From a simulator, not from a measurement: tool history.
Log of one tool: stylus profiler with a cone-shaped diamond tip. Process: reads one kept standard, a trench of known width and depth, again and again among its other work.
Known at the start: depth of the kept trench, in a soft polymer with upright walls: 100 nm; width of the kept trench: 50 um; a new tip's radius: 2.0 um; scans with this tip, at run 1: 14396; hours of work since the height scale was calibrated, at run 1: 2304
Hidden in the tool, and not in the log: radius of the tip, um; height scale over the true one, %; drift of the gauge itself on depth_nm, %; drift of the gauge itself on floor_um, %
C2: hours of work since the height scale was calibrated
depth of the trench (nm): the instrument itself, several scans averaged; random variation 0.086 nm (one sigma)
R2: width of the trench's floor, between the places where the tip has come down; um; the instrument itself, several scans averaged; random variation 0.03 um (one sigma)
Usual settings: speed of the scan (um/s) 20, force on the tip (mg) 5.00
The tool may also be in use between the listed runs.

run 1 hour=0.0 | speed_of_the_scan_(um/s)=20 force_on_the_tip_(mg)=5.00 | scans_with_this_tip=14396 C2=2304 | depth_of_the_trench_(nm)=101.77 R2=48.36
run 2 hour=77.8 | speed_of_the_scan_(um/s)=20 force_on_the_tip_(mg)=4.14 | scans_with_this_tip=14743 C2=2360 | depth_of_the_trench_(nm)=101.50 R2=48.33
run 3 hour=155.4 | speed_of_the_scan_(um/s)=26 force_on_the_tip_(mg)=5.00 | scans_with_this_tip=15089 C2=2415 | depth_of_the_trench_(nm)=101.54 R2=48.35
run 4 hour=247.4 | speed_of_the_scan_(um/s)=20 force_on_the_tip_(mg)=5.00 | scans_with_this_tip=15499 C2=2481 | depth_of_the_trench_(nm)=101.56 R2=48.34
-- hour=256.2 height scale calibrated on a step standard
run 5 hour=317.2 | speed_of_the_scan_(um/s)=20 force_on_the_tip_(mg)=8.62 | scans_with_this_tip=15807 C2=44 | depth_of_the_trench_(nm)=102.69 R2=48.37
run 6 hour=426.5 | speed_of_the_scan_(um/s)=16 force_on_the_tip_(mg)=5.00 | scans_with_this_tip=16294 C2=121 | depth_of_the_trench_(nm)=102.28 R2=48.37
run 7 hour=537.9 | speed_of_the_scan_(um/s)=16 force_on_the_tip_(mg)=5.00 | scans_with_this_tip=16791 C2=201 | depth_of_the_trench_(nm)=102.18 R2=48.37
run 8 hour=602.9 | speed_of_the_scan_(um/s)=20 force_on_the_tip_(mg)=5.00 | scans_with_this_tip=17081 C2=247 | depth_of_the_trench_(nm)=102.20 R2=48.35
run 9 hour=658.2 | speed_of_the_scan_(um/s)=20 force_on_the_tip_(mg)=5.00 | scans_with_this_tip=17327 C2=287 | depth_of_the_trench_(nm)=102.26 R2=48.33
run 10 hour=753.7 | speed_of_the_scan_(um/s)=20 force_on_the_tip_(mg)=5.00 | scans_with_this_tip=17753 C2=355 | depth_of_the_trench_(nm)=102.35 R2=48.31
run 11 hour=826.7 | speed_of_the_scan_(um/s)=20 force_on_the_tip_(mg)=5.00 | scans_with_this_tip=18078 C2=407 | depth_of_the_trench_(nm)=102.26 R2=48.30
-- hour=853.2 height scale calibrated on a step standard, once more
run 12 hour=925.6 | speed_of_the_scan_(um/s)=20 force_on_the_tip_(mg)=5.00 | scans_with_this_tip=18516 C2=52 | depth_of_the_trench_(nm)=101.12 R2=48.30
run 13 hour=979.9 | speed_of_the_scan_(um/s)=20 force_on_the_tip_(mg)=5.00 | scans_with_this_tip=18758 C2=90 | depth_of_the_trench_(nm)=101.15 R2=48.35
run 14 hour=1064.0 | speed_of_the_scan_(um/s)=20 force_on_the_tip_(mg)=5.00 | scans_with_this_tip=19133 C2=150 | depth_of_the_trench_(nm)=101.25 R2=48.34
run 15 hour=1149.7 | speed_of_the_scan_(um/s)=20 force_on_the_tip_(mg)=5.00 | scans_with_this_tip=19515 C2=211 | depth_of_the_trench_(nm)=101.14 R2=48.28
run 16 hour=1217.0 | speed_of_the_scan_(um/s)=20 force_on_the_tip_(mg)=5.00 | scans_with_this_tip=19815 C2=259 | depth_of_the_trench_(nm)=101.10 R2=48.30
run 17 hour=1328.5 | speed_of_the_scan_(um/s)=63 force_on_the_tip_(mg)=5.00 | scans_with_this_tip=20312 C2=339 | depth_of_the_trench_(nm)=101.17 R2=48.16
run 18 hour=1401.9 | speed_of_the_scan_(um/s)=20 force_on_the_tip_(mg)=5.00 | scans_with_this_tip=20639 C2=391 | depth_of_the_trench_(nm)=101.02 R2=48.28
run 19 hour=1458.0 | speed_of_the_scan_(um/s)=20 force_on_the_tip_(mg)=2.52 | scans_with_this_tip=20889 C2=431 | depth_of_the_trench_(nm)=100.80 R2=48.23
run 20 hour=1507.5 | speed_of_the_scan_(um/s)=20 force_on_the_tip_(mg)=2.52 | scans_with_this_tip=21109 C2=467 | depth_of_the_trench_(nm)=100.80 R2=48.21
run 21 hour=1578.0 | speed_of_the_scan_(um/s)=20 force_on_the_tip_(mg)=2.52 | scans_with_this_tip=21424 C2=517 | depth_of_the_trench_(nm)=100.86 R2=48.20
run 22 hour=1648.9 | speed_of_the_scan_(um/s)=20 force_on_the_tip_(mg)=2.52 | scans_with_this_tip=21739 C2=567 | depth_of_the_trench_(nm)=100.97 R2=48.22
run 23 hour=1734.5 | speed_of_the_scan_(um/s)=58 force_on_the_tip_(mg)=5.00 | scans_with_this_tip=22121 C2=629 | depth_of_the_trench_(nm)=101.21 R2=48.15
run 24 hour=1819.9 | speed_of_the_scan_(um/s)=9 force_on_the_tip_(mg)=4.49 | scans_with_this_tip=22502 C2=689 | depth_of_the_trench_(nm)=101.16 R2=48.28
run 25 hour=1891.1 | speed_of_the_scan_(um/s)=9 force_on_the_tip_(mg)=4.49 | scans_with_this_tip=22819 C2=740 | depth_of_the_trench_(nm)=101.19 R2=48.24
run 26 hour=1997.6 | speed_of_the_scan_(um/s)=50 force_on_the_tip_(mg)=2.09 | scans_with_this_tip=23293 C2=816 | depth_of_the_trench_(nm)=100.88 R2=48.00
run 27 hour=2063.0 | speed_of_the_scan_(um/s)=41 force_on_the_tip_(mg)=1.90 | scans_with_this_tip=23585 C2=863 | depth_of_the_trench_(nm)=100.80 R2=48.10
run 28 hour=2152.5 | speed_of_the_scan_(um/s)=10 force_on_the_tip_(mg)=4.63 | scans_with_this_tip=23984 C2=927 | depth_of_the_trench_(nm)=101.13 R2=48.25
run 29 hour=2254.5 | speed_of_the_scan_(um/s)=7 force_on_the_tip_(mg)=6.13 | scans_with_this_tip=24438 C2=999 | depth_of_the_trench_(nm)=101.55 R2=48.23
run 30 hour=2326.9 | speed_of_the_scan_(um/s)=17 force_on_the_tip_(mg)=9.66 | scans_with_this_tip=24761 C2=1051 | depth_of_the_trench_(nm)=101.92 R2=48.26
run 31 hour=2386.3 | speed_of_the_scan_(um/s)=10 force_on_the_tip_(mg)=4.30 | scans_with_this_tip=25026 C2=1093 | depth_of_the_trench_(nm)=101.31 R2=48.22
run 32 hour=2436.3 | speed_of_the_scan_(um/s)=52 force_on_the_tip_(mg)=1.85 | scans_with_this_tip=25248 C2=1129 | depth_of_the_trench_(nm)=100.91 R2=48.02
run 33 hour=2525.2 | speed_of_the_scan_(um/s)=6 force_on_the_tip_(mg)=12.91 | scans_with_this_tip=25644 C2=1192 | depth_of_the_trench_(nm)=102.36 R2=48.24
run 34 hour=2608.0 | speed_of_the_scan_(um/s)=6 force_on_the_tip_(mg)=12.91 | scans_with_this_tip=26013 C2=1252 | depth_of_the_trench_(nm)=102.36 R2=48.27
run 35 hour=2705.3 | speed_of_the_scan_(um/s)=14 force_on_the_tip_(mg)=6.64 | scans_with_this_tip=26447 C2=1321 | depth_of_the_trench_(nm)=101.82 R2=48.15
run 36 hour=2777.8 | speed_of_the_scan_(um/s)=7 force_on_the_tip_(mg)=13.19 | scans_with_this_tip=26770 C2=1373 | depth_of_the_trench_(nm)=102.40 R2=48.22
run 37 hour=2881.0 | speed_of_the_scan_(um/s)=23 force_on_the_tip_(mg)=4.34 | scans_with_this_tip=27230 C2=1446 | depth_of_the_trench_(nm)=101.25 R2=48.18
run 38 hour=2972.7 | speed_of_the_scan_(um/s)=17 force_on_the_tip_(mg)=5.00 | scans_with_this_tip=27639 C2=1512 | depth_of_the_trench_(nm)=101.53 R2=48.16
run 39 hour=3042.3 | speed_of_the_scan_(um/s)=8 force_on_the_tip_(mg)=2.15 | scans_with_this_tip=27949 C2=1561 | depth_of_the_trench_(nm)=100.98 R2=48.21
run 40 hour=3111.8 | speed_of_the_scan_(um/s)=28 force_on_the_tip_(mg)=2.25 | scans_with_this_tip=28258 C2=1611 | depth_of_the_trench_(nm)=101.02 R2=48.06
run 41 hour=3225.4 | speed_of_the_scan_(um/s)=20 force_on_the_tip_(mg)=5.44 | scans_with_this_tip=28765 C2=1692 | depth_of_the_trench_(nm)=101.74 R2=48.16
run 42 hour=3323.5 | speed_of_the_scan_(um/s)=18 force_on_the_tip_(mg)=2.42 | scans_with_this_tip=29202 C2=1762 | depth_of_the_trench_(nm)=101.15 R2=48.12
run 43 hour=3431.8 | speed_of_the_scan_(um/s)=18 force_on_the_tip_(mg)=2.42 | scans_with_this_tip=29684 C2=1839 | depth_of_the_trench_(nm)=101.20 R2=48.13
run 44 hour=3520.8 | speed_of_the_scan_(um/s)=36 force_on_the_tip_(mg)=9.15 | scans_with_this_tip=30081 C2=1903 | depth_of_the_trench_(nm)=102.15 R2=48.07
run 45 hour=3581.5 | speed_of_the_scan_(um/s)=36 force_on_the_tip_(mg)=5.00 | scans_with_this_tip=30351 C2=1946 | depth_of_the_trench_(nm)=101.78 R2=48.08
run 46 hour=3640.9 | speed_of_the_scan_(um/s)=36 force_on_the_tip_(mg)=5.00 | scans_with_this_tip=30616 C2=1988 | depth_of_the_trench_(nm)=101.64 R2=48.04

Measured less the same run without the tool's hidden state. The same run-to-run variation is in both; the gauge's scatter may not be:
run=1 depth_of_the_trench_(nm)=+0.60 R2=-0.31
run=2 depth_of_the_trench_(nm)=+0.61 R2=-0.31
run=3 depth_of_the_trench_(nm)=+0.62 R2=-0.32
run=4 depth_of_the_trench_(nm)=+0.64 R2=-0.33
run=5 depth_of_the_trench_(nm)=+1.07 R2=-0.33
run=6 depth_of_the_trench_(nm)=+1.09 R2=-0.34
run=7 depth_of_the_trench_(nm)=+1.10 R2=-0.35
run=8 depth_of_the_trench_(nm)=+1.12 R2=-0.35
run=9 depth_of_the_trench_(nm)=+1.13 R2=-0.35
run=10 depth_of_the_trench_(nm)=+1.15 R2=-0.36
run=11 depth_of_the_trench_(nm)=+1.16 R2=-0.37
run=12 depth_of_the_trench_(nm)=+0.01 R2=-0.38
run=13 depth_of_the_trench_(nm)=+0.02 R2=-0.38
run=14 depth_of_the_trench_(nm)=+0.03 R2=-0.38
run=15 depth_of_the_trench_(nm)=+0.06 R2=-0.40
run=16 depth_of_the_trench_(nm)=+0.07 R2=-0.40
run=17 depth_of_the_trench_(nm)=+0.09 R2=-0.41
run=18 depth_of_the_trench_(nm)=+0.10 R2=-0.41
run=19 depth_of_the_trench_(nm)=+0.11 R2=-0.42
run=20 depth_of_the_trench_(nm)=+0.12 R2=-0.42
run=21 depth_of_the_trench_(nm)=+0.13 R2=-0.42
run=22 depth_of_the_trench_(nm)=+0.15 R2=-0.43
run=23 depth_of_the_trench_(nm)=+0.17 R2=-0.43
run=24 depth_of_the_trench_(nm)=+0.18 R2=-0.44
run=25 depth_of_the_trench_(nm)=+0.20 R2=-0.45
run=26 depth_of_the_trench_(nm)=+0.21 R2=-0.45
run=27 depth_of_the_trench_(nm)=+0.23 R2=-0.46
run=28 depth_of_the_trench_(nm)=+0.24 R2=-0.46
run=29 depth_of_the_trench_(nm)=+0.27 R2=-0.48
run=30 depth_of_the_trench_(nm)=+0.28 R2=-0.48
run=31 depth_of_the_trench_(nm)=+0.29 R2=-0.48
run=32 depth_of_the_trench_(nm)=+0.29 R2=-0.49
run=33 depth_of_the_trench_(nm)=+0.32 R2=-0.50
run=34 depth_of_the_trench_(nm)=+0.33 R2=-0.50
run=35 depth_of_the_trench_(nm)=+0.35 R2=-0.50
run=36 depth_of_the_trench_(nm)=+0.37 R2=-0.51
run=37 depth_of_the_trench_(nm)=+0.38 R2=-0.51
run=38 depth_of_the_trench_(nm)=+0.41 R2=-0.53
run=39 depth_of_the_trench_(nm)=+0.42 R2=-0.53
run=40 depth_of_the_trench_(nm)=+0.43 R2=-0.53
run=41 depth_of_the_trench_(nm)=+0.46 R2=-0.54
run=42 depth_of_the_trench_(nm)=+0.47 R2=-0.54
run=43 depth_of_the_trench_(nm)=+0.49 R2=-0.55
run=44 depth_of_the_trench_(nm)=+0.51 R2=-0.56
run=45 depth_of_the_trench_(nm)=+0.52 R2=-0.57
run=46 depth_of_the_trench_(nm)=+0.53 R2=-0.57
